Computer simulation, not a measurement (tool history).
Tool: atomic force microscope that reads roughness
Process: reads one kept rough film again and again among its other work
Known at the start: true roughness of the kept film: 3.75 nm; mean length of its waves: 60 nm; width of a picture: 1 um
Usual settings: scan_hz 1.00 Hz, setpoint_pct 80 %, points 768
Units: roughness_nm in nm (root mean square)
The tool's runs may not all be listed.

| run | hour | scan_hz | setpoint_pct | points | roughness_nm |
|---|---|---|---|---|---|
| 1 | 0.0 | 1.00 | 80 | 768 | 3.450 |
| 2 | 11.8 | 1.00 | 80 | 768 | 3.424 |
| 3 | 22.6 | 1.00 | 80 | 768 | 3.441 |
| 4 | 30.5 | 1.00 | 80 | 768 | 3.437 |
| 5 | 41.0 | 1.00 | 80 | 768 | 3.394 |
| 6 | 51.6 | 1.00 | 80 | 768 | 3.358 |
| 7 | 59.6 | 1.00 | 57 | 768 | 3.432 |
| 8 | 70.1 | 1.00 | 57 | 768 | 3.424 |
| 9 | 80.9 | 1.00 | 57 | 768 | 3.405 |
| 10 | 86.6 | 1.00 | 57 | 768 | 3.390 |
| 11 | 98.2 | 1.00 | 57 | 372 | 3.378 |
|  | 103.3 | new tip fitted |
| 12 | 105.5 | 1.96 | 80 | 768 | 3.434 |
| 13 | 116.5 | 1.00 | 80 | 300 | 3.489 |
|  | 118.6 | height scale calibrated on a step standard |
| 14 | 130.1 | 1.00 | 80 | 987 | 3.482 |
| 15 | 138.3 | 0.53 | 80 | 768 | 3.512 |
| 16 | 150.4 | 0.53 | 80 | 768 | 3.488 |
| 17 | 162.3 | 0.53 | 80 | 768 | 3.483 |
| 18 | 173.2 | 0.53 | 80 | 768 | 3.484 |
|  | 184.8 | height scale calibrated on a step standard, once more |
| 19 | 185.1 | 0.53 | 80 | 768 | 3.438 |
| 20 | 192.6 | 0.53 | 80 | 768 | 3.452 |
| 21 | 199.1 | 0.53 | 80 | 768 | 3.446 |
| 22 | 206.4 | 1.00 | 80 | 768 | 3.376 |
| 23 | 219.0 | 2.67 | 80 | 768 | 3.240 |
| 24 | 228.3 | 3.15 | 80 | 768 | 3.162 |
| 25 | 240.5 | 0.60 | 64 | 735 | 3.418 |
| 26 | 246.2 | 1.84 | 81 | 565 | 3.253 |
|  | 255.4 | new tip fitted |
| 27 | 258.6 | 2.66 | 60 | 292 | 3.535 |
| 28 | 266.3 | 0.52 | 80 | 339 | 3.547 |
| 29 | 277.2 | 1.00 | 64 | 293 | 3.556 |
| 30 | 286.5 | 1.00 | 64 | 293 | 3.532 |
| 31 | 291.9 | 1.00 | 64 | 293 | 3.545 |
| 32 | 299.2 | 3.47 | 60 | 970 | 3.474 |
| 33 | 308.6 | 3.47 | 60 | 970 | 3.438 |
| 34 | 318.6 | 3.47 | 60 | 970 | 3.432 |
| 35 | 328.1 | 2.65 | 73 | 272 | 3.338 |
| 36 | 333.3 | 0.85 | 68 | 347 | 3.461 |
| 37 | 338.4 | 0.85 | 68 | 910 | 3.457 |
| 38 | 348.8 | 2.60 | 71 | 424 | 3.358 |
| 39 | 361.3 | 2.60 | 71 | 424 | 3.318 |
| 40 | 371.8 | 1.79 | 70 | 389 | 3.338 |
| 41 | 381.7 | 1.79 | 70 | 389 | 3.345 |
| 42 | 388.3 | 1.79 | 70 | 389 | 3.330 |
| 43 | 400.3 | 0.92 | 59 | 796 | 3.392 |
|  | 405.3 | new tip fitted |
| 44 | 407.6 | 1.00 | 59 | 269 | 3.559 |
| 45 | 415.6 | 1.80 | 74 | 269 | 3.492 |
| 46 | 425.3 | 1.80 | 65 | 675 | 3.529 |
| 47 | 431.6 | 1.00 | 80 | 835 | 3.468 |
| 48 | 436.7 | 1.02 | 76 | 591 | 3.484 |

3 ways to go on from here, each from the tool as it stands after run 48. What would each give?
| A | 442.6 | 1.02 | 76 | 348 | ? |
| B | 442.6 | 0.76 | 76 | 373 | ? |
| C | 442.6 | 1.00 | 61 | 768 | ? |

| run | roughness_nm |
|---|---|
| A | 3.490 |
| B | 3.513 |
| C | 3.521 |
Without the tool's hidden state the same runs would have given:
| run | roughness_nm |
|---|---|
| A | 3.563 |
| B | 3.587 |
| C | 3.595 |
